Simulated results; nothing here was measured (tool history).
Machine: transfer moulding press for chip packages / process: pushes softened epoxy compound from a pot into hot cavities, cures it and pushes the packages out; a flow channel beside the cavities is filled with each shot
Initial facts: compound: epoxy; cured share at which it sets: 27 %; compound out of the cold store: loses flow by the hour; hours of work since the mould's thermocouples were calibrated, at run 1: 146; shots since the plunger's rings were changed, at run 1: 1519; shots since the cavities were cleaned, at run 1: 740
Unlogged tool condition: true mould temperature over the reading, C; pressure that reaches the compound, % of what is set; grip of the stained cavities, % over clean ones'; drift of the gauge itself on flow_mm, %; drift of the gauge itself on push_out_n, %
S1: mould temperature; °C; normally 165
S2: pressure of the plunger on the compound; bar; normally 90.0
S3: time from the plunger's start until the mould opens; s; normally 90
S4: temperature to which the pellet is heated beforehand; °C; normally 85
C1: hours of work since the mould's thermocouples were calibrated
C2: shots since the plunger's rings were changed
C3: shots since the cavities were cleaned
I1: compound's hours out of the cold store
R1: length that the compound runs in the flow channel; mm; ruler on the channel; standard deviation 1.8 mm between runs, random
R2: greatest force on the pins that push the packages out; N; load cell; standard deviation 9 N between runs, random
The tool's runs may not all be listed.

Run 1, hour 0.0: usual settings; C1 146; C2 1519; C3 740; I1 40.2. Result: R1 496 mm, R2 741 N.
Run 2, hour 13.1: usual settings; C1 153; C2 1653; C3 874; I1 24.9. Result: R1 544 mm, R2 767 N.
At hour 21.7: cavities cleaned with cleaning compound and waxed.
Run 3, hour 26.0: usual settings but S3 112 s; C1 159; C2 1770; C3 45; I1 19.1. Result: R1 566 mm, R2 411 N.
Run 4, hour 34.3: usual settings but S3 112 s; C1 164; C2 1854; C3 129; I1 21.2. Result: R1 557 mm, R2 472 N.
Run 5, hour 45.0: usual settings but S4 94 °C; C1 170; C2 1963; C3 238; I1 9.4. Result: R1 598 mm, R2 592 N.
Run 6, hour 57.2: usual settings; C1 176; C2 2087; C3 362; I1 32.8. Result: R1 515 mm, R2 633 N.
Run 7, hour 65.3: usual settings but S4 78 °C; C1 181; C2 2171; C3 446; I1 22.6. Result: R1 550 mm, R2 667 N.
Run 8, hour 81.6: usual settings; C1 190; C2 2337; C3 612; I1 11.2. Result: R1 592 mm, R2 714 N.
Run 9, hour 97.5: usual settings; C1 199; C2 2499; C3 774; I1 43.8. Result: R1 477 mm, R2 715 N.
Run 10, hour 110.0: usual settings but S1 161 °C; C1 206; C2 2627; C3 902; I1 36.3. Result: R1 506 mm, R2 884 N.
At hour 115.6: cavities cleaned with cleaning compound and waxed.
Run 11, hour 122.0: usual settings but S1 161 °C; C1 211; C2 2734; C3 65; I1 25.7. Result: R1 539 mm, R2 541 N.
Run 12, hour 129.7: usual settings; C1 216; C2 2813; C3 144; I1 48.0. Result: R1 464 mm, R2 542 N.
Run 13, hour 137.3: usual settings; C1 220; C2 2890; C3 221; I1 21.2. Result: R1 549 mm, R2 595 N.
Run 14, hour 146.6: usual settings but S2 88.1 bar; C1 225; C2 2985; C3 316; I1 9.4. Result: R1 587 mm, R2 653 N.
Run 15, hour 154.0: usual settings but S2 88.1 bar, S3 119 s, S4 91 °C; C1 229; C2 3060; C3 391; I1 29.4. Result: R1 514 mm, R2 574 N.
Run 16, hour 170.6: usual settings but S1 159 °C, S2 83.1 bar, S3 78 s, S4 90 °C; C1 238; C2 3230; C3 561; I1 14.0. Result: R1 561 mm, R2 1362 N.
Run 17, hour 178.2: usual settings but S1 159 °C, S2 83.1 bar, S3 78 s, S4 90 °C; C1 243; C2 3308; C3 639; I1 12.6. Result: R1 568 mm, R2 1390 N.
Run 18, hour 186.2: usual settings but S1 159 °C, S2 83.1 bar, S3 78 s, S4 90 °C; C1 247; C2 3390; C3 721; I1 31.7. Result: R1 497 mm, R2 1273 N.
At hour 189.7: mould's thermocouples calibrated.
Run 19, hour 201.7: usual settings but S1 159 °C, S2 83.1 bar, S3 78 s, S4 90 °C; C1 7; C2 3527; C3 858; I1 15.1. Result: R1 553 mm, R2 1399 N.
At hour 211.9: cavities cleaned with cleaning compound and waxed.
Run 20, hour 215.9: usual settings but S2 83.5 bar, S3 79 s, S4 93 °C; C1 14; C2 3657; C3 41; I1 31.9. Result: R1 491 mm, R2 508 N.
Run 21, hour 230.1: usual settings but S2 96.1 bar, S3 123 s, S4 78 °C; C1 22; C2 3802; C3 186; I1 44.0. Result: R1 487 mm, R2 505 N.
Run 22, hour 241.4: usual settings but S2 80.7 bar, S4 76 °C; C1 28; C2 3917; C3 301; I1 10.7. Result: R1 555 mm, R2 644 N.
Run 23, hour 254.1: usual settings but S1 171 °C, S3 85 s, S4 82 °C; C1 35; C2 4047; C3 431; I1 45.5. Result: R1 458 mm, R2 618 N.
At hour 261.3: plunger's sealing rings changed.
Run 24, hour 271.4: usual settings but S1 162 °C, S2 105.7 bar; C1 43; C2 103; C3 582; I1 14.5. Result: R1 644 mm, R2 810 N.
Run 25, hour 281.4: usual settings but S1 172 °C, S2 83.6 bar, S3 91 s; C1 49; C2 205; C3 684; I1 15.9. Result: R1 553 mm, R2 645 N.
At hour 285.5: mould's thermocouples calibrated, once more.
Run 26, hour 293.8: usual settings but S3 89 s; C1 5; C2 311; C3 790; I1 19.9. Result: R1 570 mm, R2 780 N.
Run 27, hour 304.3: usual settings but S1 162 °C, S2 107.9 bar; C1 10; C2 418; C3 897; I1 16.7. Result: R1 641 mm, R2 891 N.
At hour 310.1: cavities cleaned with cleaning compound and waxed.
Run 28, hour 319.5: usual settings but S1 162 °C, S2 107.9 bar; C1 18; C2 558; C3 95; I1 19.7. Result: R1 625 mm, R2 565 N.

Here are 5 independent what-if runs from the current tool condition. What would each one return?
Run A, hour 333.3: usual settings but S2 101.4 bar, S3 82 s; C1 26; C2 699; C3 236; I1 27.9. Result: R1 ?, R2 ?.
Run B, hour 333.3: usual settings but S3 87 s; C1 26; C2 699; C3 236; I1 13.7. Result: R1 ?, R2 ?.
Run C, hour 333.3: usual settings but S1 167 °C; C1 26; C2 699; C3 236; I1 38.9. Result: R1 ?, R2 ?.
Run D, hour 333.3: usual settings but S2 84.2 bar, S3 73 s, S4 94 °C; C1 26; C2 699; C3 236; I1 14.7. Result: R1 ?, R2 ?.
Run E, hour 333.3: usual settings but S2 68.0 bar; C1 26; C2 699; C3 236; I1 13.4. Result: R1 ?, R2 ?.

run   R1   R2
  A  570  636
  B  587  597
  C  500  549
  D  567  824
  E  515  598
Take away the tool's hidden state, keep each run's random variation, and the runs would have read:
run   R1   R2
  A  575  446
  B  592  416
  C  504  382
  D  571  577
  E  519  416
